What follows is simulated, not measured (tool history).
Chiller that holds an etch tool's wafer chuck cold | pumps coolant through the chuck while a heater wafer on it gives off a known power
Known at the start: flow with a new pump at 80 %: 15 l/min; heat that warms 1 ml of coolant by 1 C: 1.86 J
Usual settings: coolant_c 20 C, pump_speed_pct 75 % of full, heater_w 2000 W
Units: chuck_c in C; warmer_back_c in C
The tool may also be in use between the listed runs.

{"run": 1, "hour": 0.0, "coolant_c": 20, "pump_speed_pct": 75, "heater_w": 2000, "chuck_c": 38.2, "warmer_back_c": 4.75}
{"run": 2, "hour": 58.8, "coolant_c": 20, "pump_speed_pct": 75, "heater_w": 2000, "chuck_c": 38.1, "warmer_back_c": 4.75}
{"run": 3, "hour": 90.4, "coolant_c": 20, "pump_speed_pct": 75, "heater_w": 2000, "chuck_c": 38.4, "warmer_back_c": 4.79}
{"run": 4, "hour": 123.8, "coolant_c": 20, "pump_speed_pct": 75, "heater_w": 2000, "chuck_c": 38.3, "warmer_back_c": 4.8}
{"run": 5, "hour": 169.5, "coolant_c": 30, "pump_speed_pct": 75, "heater_w": 2000, "chuck_c": 48.6, "warmer_back_c": 4.79}
{"run": 6, "hour": 222.5, "coolant_c": 30, "pump_speed_pct": 75, "heater_w": 2000, "chuck_c": 48.6, "warmer_back_c": 4.75}
{"run": 7, "hour": 274.3, "coolant_c": 30, "pump_speed_pct": 75, "heater_w": 2000, "chuck_c": 48.5, "warmer_back_c": 4.8}
{"run": 8, "hour": 339.3, "coolant_c": 30, "pump_speed_pct": 75, "heater_w": 2000, "chuck_c": 48.7, "warmer_back_c": 4.82}
{"run": 9, "hour": 374.2, "coolant_c": 11, "pump_speed_pct": 74, "heater_w": 1092, "chuck_c": 21.3, "warmer_back_c": 2.58}
{"hour": 385.4, "done": "coolant pump overhauled"}
{"run": 10, "hour": 420.9, "coolant_c": 20, "pump_speed_pct": 61, "heater_w": 2284, "chuck_c": 44, "warmer_back_c": 6.78}
{"run": 11, "hour": 480.0, "coolant_c": 22, "pump_speed_pct": 77, "heater_w": 1453, "chuck_c": 35.4, "warmer_back_c": 3.42}
{"run": 12, "hour": 540.0, "coolant_c": 22, "pump_speed_pct": 73, "heater_w": 1453, "chuck_c": 36.1, "warmer_back_c": 3.57}
{"run": 13, "hour": 603.3, "coolant_c": 22, "pump_speed_pct": 73, "heater_w": 1453, "chuck_c": 35.9, "warmer_back_c": 3.63}
{"run": 14, "hour": 659.5, "coolant_c": 22, "pump_speed_pct": 73, "heater_w": 1453, "chuck_c": 36.2, "warmer_back_c": 3.67}

Forecast each of these 4 alternatives for the next run:
{"hour": 674.3, "done": "coolant pump overhauled, once more"}
{"run": "A", "hour": 694.4, "coolant_c": 20, "pump_speed_pct": 93, "heater_w": 2000, "chuck_c": "?", "warmer_back_c": "?"}
{"hour": 674.3, "done": "coolant pump overhauled, once more"}
{"run": "B", "hour": 694.4, "coolant_c": 20, "pump_speed_pct": 91, "heater_w": 2000, "chuck_c": "?", "warmer_back_c": "?"}
{"hour": 674.3, "done": "coolant pump overhauled, once more"}
{"run": "C", "hour": 694.4, "coolant_c": 25, "pump_speed_pct": 66, "heater_w": 1453, "chuck_c": "?", "warmer_back_c": "?"}
{"hour": 674.3, "done": "coolant pump overhauled, once more"}
{"run": "D", "hour": 694.4, "coolant_c": 20, "pump_speed_pct": 66, "heater_w": 1301, "chuck_c": "?", "warmer_back_c": "?"}

run=A chuck_c=36.3 warmer_back_c=3.74
run=B chuck_c=36.8 warmer_back_c=3.79
run=C chuck_c=39.5 warmer_back_c=3.83
run=D chuck_c=32.8 warmer_back_c=3.34
Without the tool's hidden state the same runs would have given:
run=A chuck_c=34 warmer_back_c=3.74
run=B chuck_c=34.4 warmer_back_c=3.79
run=C chuck_c=37.5 warmer_back_c=3.83
run=D chuck_c=31 warmer_back_c=3.34
